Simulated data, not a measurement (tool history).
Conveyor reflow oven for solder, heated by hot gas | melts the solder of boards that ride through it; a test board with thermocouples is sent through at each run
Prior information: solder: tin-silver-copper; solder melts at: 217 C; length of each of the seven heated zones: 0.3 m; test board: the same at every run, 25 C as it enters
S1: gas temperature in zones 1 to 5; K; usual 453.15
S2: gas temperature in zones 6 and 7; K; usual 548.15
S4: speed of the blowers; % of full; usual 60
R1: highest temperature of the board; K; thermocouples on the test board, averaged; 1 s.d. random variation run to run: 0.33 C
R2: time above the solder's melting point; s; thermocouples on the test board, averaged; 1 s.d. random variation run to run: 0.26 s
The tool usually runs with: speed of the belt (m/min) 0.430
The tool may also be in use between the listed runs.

{"run": 1, "day": 0.0, "S1": 453.15, "S2": 548.15, "speed of the belt (m/min)": 0.43, "S4": 60, "R1": 529.35, "R2": 68.5}
{"run": 2, "day": 1.367, "S1": 457.15, "S2": 548.15, "speed of the belt (m/min)": 0.43, "S4": 60, "R1": 530.45, "R2": 71.1}
{"run": 3, "day": 2.367, "S1": 457.15, "S2": 548.15, "speed of the belt (m/min)": 0.43, "S4": 60, "R1": 530.25, "R2": 70.4}
{"run": 4, "day": 4.142, "S1": 457.15, "S2": 548.15, "speed of the belt (m/min)": 0.43, "S4": 60, "R1": 529.65, "R2": 70.3}
{"run": 5, "day": 6.017, "S1": 457.15, "S2": 548.15, "speed of the belt (m/min)": 0.43, "S4": 60, "R1": 529.85, "R2": 69.9}
{"run": 6, "day": 7.3, "S1": 457.15, "S2": 548.15, "speed of the belt (m/min)": 0.43, "S4": 60, "R1": 529.25, "R2": 69.7}
{"day": 8.004, "done": "flux residue cleaned out of gas plates and filters"}
{"run": 7, "day": 9.375, "S1": 457.15, "S2": 548.15, "speed of the belt (m/min)": 0.43, "S4": 60, "R1": 531.15, "R2": 72.0}
{"run": 8, "day": 10.812, "S1": 457.15, "S2": 548.15, "speed of the belt (m/min)": 0.43, "S4": 60, "R1": 532.15, "R2": 71.9}
{"run": 9, "day": 12.383, "S1": 453.15, "S2": 548.15, "speed of the belt (m/min)": 0.415, "S4": 60, "R1": 531.25, "R2": 73.0}
{"run": 10, "day": 13.896, "S1": 453.15, "S2": 548.15, "speed of the belt (m/min)": 0.415, "S4": 64, "R1": 532.05, "R2": 73.7}
{"run": 11, "day": 14.842, "S1": 453.15, "S2": 548.15, "speed of the belt (m/min)": 0.43, "S4": 60, "R1": 530.15, "R2": 69.0}
{"run": 12, "day": 16.3, "S1": 453.15, "S2": 548.15, "speed of the belt (m/min)": 0.43, "S4": 71, "R1": 531.75, "R2": 70.6}
{"run": 13, "day": 17.829, "S1": 453.15, "S2": 548.15, "speed of the belt (m/min)": 0.43, "S4": 71, "R1": 531.95, "R2": 70.7}
{"run": 14, "day": 18.683, "S1": 453.15, "S2": 548.15, "speed of the belt (m/min)": 0.43, "S4": 71, "R1": 531.05, "R2": 70.7}
{"run": 15, "day": 20.0, "S1": 453.15, "S2": 541.15, "speed of the belt (m/min)": 0.373, "S4": 62, "R1": 527.35, "R2": 79.5}
{"run": 16, "day": 21.183, "S1": 453.15, "S2": 541.15, "speed of the belt (m/min)": 0.373, "S4": 62, "R1": 528.15, "R2": 79.4}
{"run": 17, "day": 22.904, "S1": 453.15, "S2": 541.15, "speed of the belt (m/min)": 0.373, "S4": 62, "R1": 527.75, "R2": 79.1}
{"run": 18, "day": 24.646, "S1": 465.15, "S2": 550.15, "speed of the belt (m/min)": 0.384, "S4": 61, "R1": 536.25, "R2": 88.2}

For run 19, what comes out?
{"run": 19, "day": 26.025, "S1": 465.15, "S2": 550.15, "speed of the belt (m/min)": 0.384, "S4": 61, "R1": "?", "R2": "?"}

R1: 536.25 K
R2: 88.5 s
Without the tool's hidden state the same run would have given R1 538.95 K, R2 88.5 s.
